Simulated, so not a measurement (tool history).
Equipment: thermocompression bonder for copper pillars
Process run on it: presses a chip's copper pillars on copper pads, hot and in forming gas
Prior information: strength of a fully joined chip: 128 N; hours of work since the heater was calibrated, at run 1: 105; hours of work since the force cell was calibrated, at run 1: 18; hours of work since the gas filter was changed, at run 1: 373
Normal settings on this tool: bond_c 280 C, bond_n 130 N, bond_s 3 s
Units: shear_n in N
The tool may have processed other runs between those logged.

run,hour,bond_c,bond_n,bond_s,hours of work since the heater was calibrated,hours of work since the force cell was calibrated,hours of work since the gas filter was changed,shear_n
1,0,280,130,3,105,18,373,41.1
2,39.5,280,130,3,122,34,389,41.4
3,64,280,130,3,132,44,399,41.3
4,112.2,283,130,3,151,64,418,43.1
5,134,283,130,3,160,73,427,43.3
6,173.2,283,130,3,176,89,443,41.1
# hour 181.9: forming gas filter changed
7,218.6,283,130,3,195,107,15,46.3
8,260.2,283,130,3,212,124,32,46.6
9,283,283,130,3,221,133,41,45.3
10,307.9,280,130,3,231,144,52,43.5
11,334.2,280,130,3,242,154,62,43.1
12,359.9,280,130,3,252,165,73,44.5
13,389.8,280,130,3,265,177,85,43.7
14,425.4,280,130,3,279,192,100,42.7
15,466.7,280,130,3,296,209,116,42.1
16,519.8,280,130,3,318,230,138,41.9
17,556.7,280,130,3,333,245,153,42.5
18,593.5,257,130,3,348,260,168,28.4
19,636.9,263,130,3,366,278,186,31.6
20,678.3,280,130,3,383,295,203,41.1
21,700.8,280,149,2,392,304,212,39
22,747.4,280,149,2,411,323,231,38.2
23,769.9,280,149,2,420,333,241,37.6
24,811.6,280,139,4,437,350,258,47.8
25,864.2,271,130,2,459,371,279,29.7
26,917.2,308,155,8,480,393,301,86.9
27,968.4,308,97,4,501,414,322,59.3
28,991.9,279,135,3,511,423,331,39.7
29,1035.4,264,135,2,529,441,349,26.5
30,1061.1,280,149,2,539,452,360,36.7
31,1096,280,172,5,554,466,374,55.6
32,1122.6,280,172,5,564,477,385,56.1
33,1166.5,308,160,3,582,495,403,64.1
34,1202.9,308,189,2,597,510,418,60.3
35,1239.9,308,189,2,612,525,433,59.5
# hour 1274.4: forming gas filter changed
36,1275,293,189,2,627,539,0,53.2
37,1316.1,299,99,2,643,556,17,41.1
38,1352.3,307,102,2,658,571,32,46.5
39,1382.3,307,142,8,671,583,44,85.3

Forecast each of these 4 alternatives for the next run:
A,1425,307,142,7,688,600,62,?
B,1425,307,142,2,688,600,62,?
C,1425,280,125,3,688,600,62,?
D,1425,280,187,3,688,600,62,?

run,shear_n
A,83
B,54.8
C,40
D,48.7
Without the tool's unlogged condition, the same runs would have read:
run,shear_n
A,87.6
B,58.7
C,43.5
D,52.7
